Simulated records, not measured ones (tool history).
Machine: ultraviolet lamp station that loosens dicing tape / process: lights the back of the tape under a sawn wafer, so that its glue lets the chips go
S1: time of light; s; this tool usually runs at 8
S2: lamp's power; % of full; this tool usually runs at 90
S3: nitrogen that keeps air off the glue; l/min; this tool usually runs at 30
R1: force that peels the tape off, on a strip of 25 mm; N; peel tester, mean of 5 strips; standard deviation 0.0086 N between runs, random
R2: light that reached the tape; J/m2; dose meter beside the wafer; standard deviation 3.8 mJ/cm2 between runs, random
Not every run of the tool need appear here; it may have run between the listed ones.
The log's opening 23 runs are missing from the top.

run,hour,S1,S2,S3,R1,R2
24,533.7,4,85,30,2.673,2230
25,559.8,4,85,30,2.675,2220
26,576.5,4,85,30,2.676,2170
27,609.1,8,85,10,1.874,4310
28,627.5,5,90,17,2.482,2830
29,661,5,90,17,2.593,2830
30,679.1,5,90,17,2.458,2790
31,695.5,5,90,17,2.531,2740
32,725.3,8,73,41,1.131,3600
33,739.9,5,92,14,2.731,2800
34,773.6,8,99,44,0.594,4740
35,794.9,8,86,17,1.497,4060
36,819.8,4,86,54,2.33,2060
37,846.3,6,90,18,2.127,3120
38,876.7,5,60,30,3.374,1750
39,890.8,5,60,30,3.369,1740
40,906,8,78,22,1.587,3550
41,937.3,8,78,22,1.554,3550
42,970.5,12,98,53,0.239,6570
43,999.6,9,85,30,0.931,4280
44,1027.7,10,85,30,0.747,4660

Forecast each of these 3 alternatives for the next run:
A,1042,8,90,42,?,?
B,1042,5,80,51,?,?
C,1042,8,90,13,?,?

run,R1,R2
A,0.89,3970
B,2.189,2210
C,1.808,3940
Stripped of hidden state, with their random variation kept, the same runs would have yielded:
run,R1,R2
A,0.272,6530
B,0.967,3630
C,0.713,6490
